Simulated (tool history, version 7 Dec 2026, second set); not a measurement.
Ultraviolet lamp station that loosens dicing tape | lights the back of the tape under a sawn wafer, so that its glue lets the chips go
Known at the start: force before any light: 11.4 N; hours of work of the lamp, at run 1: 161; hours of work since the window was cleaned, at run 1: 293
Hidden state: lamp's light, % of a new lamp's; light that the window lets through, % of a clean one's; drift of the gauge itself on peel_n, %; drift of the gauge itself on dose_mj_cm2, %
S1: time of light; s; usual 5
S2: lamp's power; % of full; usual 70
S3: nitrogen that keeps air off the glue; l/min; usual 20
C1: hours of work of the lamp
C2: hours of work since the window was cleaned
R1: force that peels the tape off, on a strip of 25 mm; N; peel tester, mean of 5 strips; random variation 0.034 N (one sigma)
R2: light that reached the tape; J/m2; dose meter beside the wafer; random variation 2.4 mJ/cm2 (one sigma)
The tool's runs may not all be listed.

run,hour,S1,S2,S3,C1,C2,R1,R2
1,0,5,70,20,161,293,2.203,2300
2,4.7,5,70,20,163,295,2.166,2260
3,11.4,5,70,20,167,299,2.203,2280
4,22.3,5,70,20,172,305,2.211,2290
5,28.5,5,70,20,176,308,2.203,2290
6,38.7,5,70,20,181,313,2.229,2230
7,45.4,5,70,20,185,317,2.302,2280
8,53.4,3,70,20,189,321,4.433,1340
9,64.7,3,95,20,195,327,2.928,1820
10,75.1,5,70,20,200,333,2.353,2250
11,85.9,5,70,20,206,338,2.355,2250
12,90.8,6,70,20,208,341,1.796,2670
13,97.1,6,70,20,212,344,1.76,2690
14,108.5,5,70,9,218,350,3.619,2210
15,116.9,3,87,12,222,355,4.304,1660
16,126.7,8,77,20,227,360,0.835,3890
17,131.9,2,93,20,230,363,5.031,1170
18,137.2,2,87,9,233,365,6.37,1060
19,142.3,5,65,9,236,368,3.817,2030
20,149.6,9,87,10,240,372,0.903,4870
21,158.7,3,80,22,244,377,3.737,1470
22,169.3,3,80,22,250,382,3.631,1510
23,179.5,2,78,22,255,388,5.63,940
24,188,5,65,11,260,392,3.528,1950
25,196.2,5,65,11,264,396,3.572,1980
26,204.6,6,70,20,269,401,1.882,2540
27,212.1,6,82,8,273,405,2.511,2970

Forecast each of these 4 alternatives for the next run:
A,219.7,10,71,20,277,409,?,?
B,219.7,5,70,20,277,409,?,?
C,219.7,5,76,8,277,409,?,?
D,219.7,6,82,16,277,409,?,?

run,R1,R2
A,0.666,4270
B,2.411,2150
C,3.467,2260
D,1.641,3010
Without the tool's hidden state the same runs would have given:
run,R1,R2
A,0.397,5490
B,1.602,2770
C,2.507,2920
D,1.003,3870
